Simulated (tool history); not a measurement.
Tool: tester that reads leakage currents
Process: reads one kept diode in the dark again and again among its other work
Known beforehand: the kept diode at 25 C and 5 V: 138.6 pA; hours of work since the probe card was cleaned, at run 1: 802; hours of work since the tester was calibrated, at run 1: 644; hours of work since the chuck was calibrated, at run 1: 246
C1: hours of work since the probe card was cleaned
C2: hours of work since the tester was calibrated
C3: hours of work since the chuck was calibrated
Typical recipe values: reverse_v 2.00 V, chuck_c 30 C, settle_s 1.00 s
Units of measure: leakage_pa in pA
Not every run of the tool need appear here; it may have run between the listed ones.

{"run": 1, "day": 0.0, "reverse_v": 2.0, "chuck_c": 30, "settle_s": 1.0, "C1": 802, "C2": 644, "C3": 246, "leakage_pa": 144.31}
{"run": 2, "day": 1.454, "reverse_v": 2.0, "chuck_c": 30, "settle_s": 1.0, "C1": 818, "C2": 661, "C3": 262, "leakage_pa": 144.66}
{"run": 3, "day": 2.396, "reverse_v": 2.0, "chuck_c": 30, "settle_s": 1.0, "C1": 829, "C2": 671, "C3": 273, "leakage_pa": 144.51}
{"run": 4, "day": 3.425, "reverse_v": 2.0, "chuck_c": 30, "settle_s": 1.0, "C1": 840, "C2": 682, "C3": 284, "leakage_pa": 143.83}
{"run": 5, "day": 4.871, "reverse_v": 2.0, "chuck_c": 30, "settle_s": 1.0, "C1": 856, "C2": 698, "C3": 300, "leakage_pa": 144.12}
{"run": 6, "day": 5.917, "reverse_v": 2.0, "chuck_c": 30, "settle_s": 1.0, "C1": 868, "C2": 710, "C3": 312, "leakage_pa": 143.93}
{"run": 7, "day": 7.25, "reverse_v": 2.0, "chuck_c": 30, "settle_s": 1.0, "C1": 883, "C2": 725, "C3": 327, "leakage_pa": 143.87}
{"run": 8, "day": 9.271, "reverse_v": 2.0, "chuck_c": 30, "settle_s": 0.72, "C1": 905, "C2": 747, "C3": 349, "leakage_pa": 144.1}
{"run": 9, "day": 10.833, "reverse_v": 2.0, "chuck_c": 30, "settle_s": 0.72, "C1": 923, "C2": 765, "C3": 366, "leakage_pa": 143.97}
{"run": 10, "day": 12.833, "reverse_v": 2.0, "chuck_c": 30, "settle_s": 1.0, "C1": 945, "C2": 787, "C3": 388, "leakage_pa": 143.5}
{"run": 11, "day": 13.721, "reverse_v": 2.0, "chuck_c": 25, "settle_s": 1.0, "C1": 955, "C2": 797, "C3": 398, "leakage_pa": 100.42}
{"run": 12, "day": 14.75, "reverse_v": 2.0, "chuck_c": 25, "settle_s": 1.0, "C1": 966, "C2": 808, "C3": 410, "leakage_pa": 100.63}
{"run": 13, "day": 16.342, "reverse_v": 2.0, "chuck_c": 25, "settle_s": 1.0, "C1": 984, "C2": 826, "C3": 427, "leakage_pa": 100.83}
{"run": 14, "day": 18.008, "reverse_v": 11.08, "chuck_c": 25, "settle_s": 1.0, "C1": 1002, "C2": 844, "C3": 446, "leakage_pa": 196.9}
{"run": 15, "day": 19.054, "reverse_v": 11.08, "chuck_c": 25, "settle_s": 1.0, "C1": 1014, "C2": 856, "C3": 458, "leakage_pa": 196.24}
{"run": 16, "day": 20.825, "reverse_v": 11.08, "chuck_c": 25, "settle_s": 1.0, "C1": 1033, "C2": 875, "C3": 477, "leakage_pa": 197.49}
{"run": 17, "day": 22.829, "reverse_v": 1.17, "chuck_c": 29, "settle_s": 1.0, "C1": 1056, "C2": 898, "C3": 499, "leakage_pa": 109.41}
{"day": 23.142, "done": "probe card cleaned and baked"}
{"run": 18, "day": 24.0, "reverse_v": 3.25, "chuck_c": 29, "settle_s": 3.9, "C1": 10, "C2": 909, "C3": 511, "leakage_pa": 161.88}
{"run": 19, "day": 25.075, "reverse_v": 2.0, "chuck_c": 30, "settle_s": 2.83, "C1": 21, "C2": 921, "C3": 523, "leakage_pa": 143.98}
{"run": 20, "day": 25.962, "reverse_v": 14.85, "chuck_c": 30, "settle_s": 2.83, "C1": 31, "C2": 931, "C3": 533, "leakage_pa": 320.03}
{"run": 21, "day": 27.692, "reverse_v": 14.85, "chuck_c": 30, "settle_s": 2.83, "C1": 50, "C2": 950, "C3": 552, "leakage_pa": 320.67}
{"run": 22, "day": 28.562, "reverse_v": 14.85, "chuck_c": 30, "settle_s": 2.83, "C1": 60, "C2": 960, "C3": 562, "leakage_pa": 321.96}
{"day": 29.492, "done": "probe card cleaned and baked, once more"}
{"run": 23, "day": 29.812, "reverse_v": 14.85, "chuck_c": 30, "settle_s": 2.83, "C1": 4, "C2": 972, "C3": 574, "leakage_pa": 280.61}
{"run": 24, "day": 31.692, "reverse_v": 2.0, "chuck_c": 54, "settle_s": 1.34, "C1": 24, "C2": 993, "C3": 595, "leakage_pa": 702.65}
{"run": 25, "day": 32.975, "reverse_v": 1.71, "chuck_c": 54, "settle_s": 3.6, "C1": 39, "C2": 1008, "C3": 609, "leakage_pa": 661.99}
{"run": 26, "day": 34.8, "reverse_v": 1.71, "chuck_c": 54, "settle_s": 3.6, "C1": 59, "C2": 1028, "C3": 629, "leakage_pa": 662.82}
{"run": 27, "day": 36.242, "reverse_v": 1.71, "chuck_c": 54, "settle_s": 3.6, "C1": 75, "C2": 1044, "C3": 645, "leakage_pa": 659.97}
{"run": 28, "day": 37.771, "reverse_v": 2.0, "chuck_c": 29, "settle_s": 1.29, "C1": 92, "C2": 1061, "C3": 662, "leakage_pa": 128.91}
{"run": 29, "day": 39.179, "reverse_v": 1.78, "chuck_c": 30, "settle_s": 0.89, "C1": 107, "C2": 1076, "C3": 678, "leakage_pa": 132.53}
{"run": 30, "day": 40.642, "reverse_v": 1.48, "chuck_c": 38, "settle_s": 0.89, "C1": 124, "C2": 1093, "C3": 694, "leakage_pa": 218.43}
{"run": 31, "day": 41.638, "reverse_v": 3.63, "chuck_c": 38, "settle_s": 1.94, "C1": 135, "C2": 1104, "C3": 705, "leakage_pa": 301.54}
{"run": 32, "day": 42.6, "reverse_v": 3.6, "chuck_c": 22, "settle_s": 0.32, "C1": 145, "C2": 1114, "C3": 716, "leakage_pa": 94.82}

Selected run-to-run steps in leakage_pa, each split into two signed amounts: the part the tool would show with no hidden state at all (from settings, incoming material and random variation), and the remainder, which goes to the hidden state together with any gauge scatter not common to the measured and the hidden-state-free results:
What the log doesn't record here: stray current of the dirty probe card, pA a volt; current scale over the true one, %; true chuck temperature over the reading, C; drift of the gauge itself on leakage_pa, %.
Run 19 -> 20: reverse_v 2.00 -> 14.85. leakage_pa +176.05 pA: hidden state +26.42, all else +149.63.
Run 22 -> 23: probe card cleaned and baked, once more. leakage_pa -41.35 pA: hidden state -38.82, all else -2.53.
Run 23 -> 24: reverse_v 14.85 -> 2.00, chuck_c 30 -> 54, settle_s 2.83 -> 1.34. leakage_pa +422.04 pA: hidden state -16.33, all else +438.37.
Run 27 -> 28: reverse_v 1.71 -> 2.00, chuck_c 54 -> 29, settle_s 3.60 -> 1.29. leakage_pa -531.06 pA: hidden state +22.74, all else -553.80.
Run 31 -> 32: reverse_v 3.63 -> 3.60, chuck_c 38 -> 22, settle_s 1.94 -> 0.32. leakage_pa -206.72 pA: hidden state +10.33, all else -217.05.

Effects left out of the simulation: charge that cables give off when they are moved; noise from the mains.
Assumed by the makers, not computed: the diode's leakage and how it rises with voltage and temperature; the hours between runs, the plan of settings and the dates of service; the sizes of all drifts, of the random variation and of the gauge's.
